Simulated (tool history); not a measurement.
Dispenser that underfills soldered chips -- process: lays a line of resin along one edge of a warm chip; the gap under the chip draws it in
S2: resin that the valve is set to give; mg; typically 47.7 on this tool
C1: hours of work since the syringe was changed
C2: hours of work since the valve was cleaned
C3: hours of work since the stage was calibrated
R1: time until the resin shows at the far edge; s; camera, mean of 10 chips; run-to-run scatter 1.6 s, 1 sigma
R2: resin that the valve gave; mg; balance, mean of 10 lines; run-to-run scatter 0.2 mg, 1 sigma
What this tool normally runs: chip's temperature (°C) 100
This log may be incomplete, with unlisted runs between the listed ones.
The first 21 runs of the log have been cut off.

-- hour=121.8 new syringe of resin
-- hour=122.8 dispensing valve cleaned and set on the balance
run 22 hour=123.9 | chip's_temperature_(°C)=86 S2=58.6 | C1=1 C2=1 C3=81 | R1=283.1 R2=58.56
-- hour=132.5 new syringe of resin
run 23 hour=132.5 | chip's_temperature_(°C)=100 S2=59.7 | C1=0 C2=6 C3=86 | R1=147.8 R2=59.14
run 24 hour=138.0 | chip's_temperature_(°C)=100 S2=59.7 | C1=3 C2=9 C3=89 | R1=194.2 R2=59.70
-- hour=141.7 new syringe of resin
run 25 hour=142.3 | chip's_temperature_(°C)=100 S2=59.7 | C1=0 C2=12 C3=92 | R1=155.8 R2=59.36
run 26 hour=149.8 | chip's_temperature_(°C)=100 S2=47.4 | C1=5 C2=17 C3=96 | R1=231.5 R2=46.22
-- hour=151.0 new syringe of resin
run 27 hour=154.4 | chip's_temperature_(°C)=113 S2=46.4 | C1=2 C2=19 C3=99 | R1=112.7 R2=45.63
-- hour=160.4 new syringe of resin
run 28 hour=162.4 | chip's_temperature_(°C)=89 S2=61.5 | C1=1 C2=24 C3=104 | R1=250.6 R2=60.78
-- hour=170.1 new syringe of resin
run 29 hour=170.7 | chip's_temperature_(°C)=102 S2=48.3 | C1=0 C2=29 C3=109 | R1=143.7 R2=47.11
run 30 hour=178.5 | chip's_temperature_(°C)=102 S2=48.3 | C1=5 C2=34 C3=114 | R1=218.7 R2=46.93
-- hour=179.8 new syringe of resin
run 31 hour=182.2 | chip's_temperature_(°C)=101 S2=58.2 | C1=1 C2=36 C3=116 | R1=161.9 R2=56.57
run 32 hour=187.6 | chip's_temperature_(°C)=113 S2=57.5 | C1=5 C2=39 C3=119 | R1=137.8 R2=55.72

Run 33 comes next. What will it give?
-- hour=189.3 new syringe of resin
run 33 hour=191.6 | chip's_temperature_(°C)=113 S2=57.5 | C1=1 C2=42 C3=122 | R1=? R2=?

{"run 33": {"R1": 101.8, "R2": 55.78}}
If the tool had no hidden condition, the same run with the same run-to-run variation would have returned R1 95.0 s, R2 57.94 mg.

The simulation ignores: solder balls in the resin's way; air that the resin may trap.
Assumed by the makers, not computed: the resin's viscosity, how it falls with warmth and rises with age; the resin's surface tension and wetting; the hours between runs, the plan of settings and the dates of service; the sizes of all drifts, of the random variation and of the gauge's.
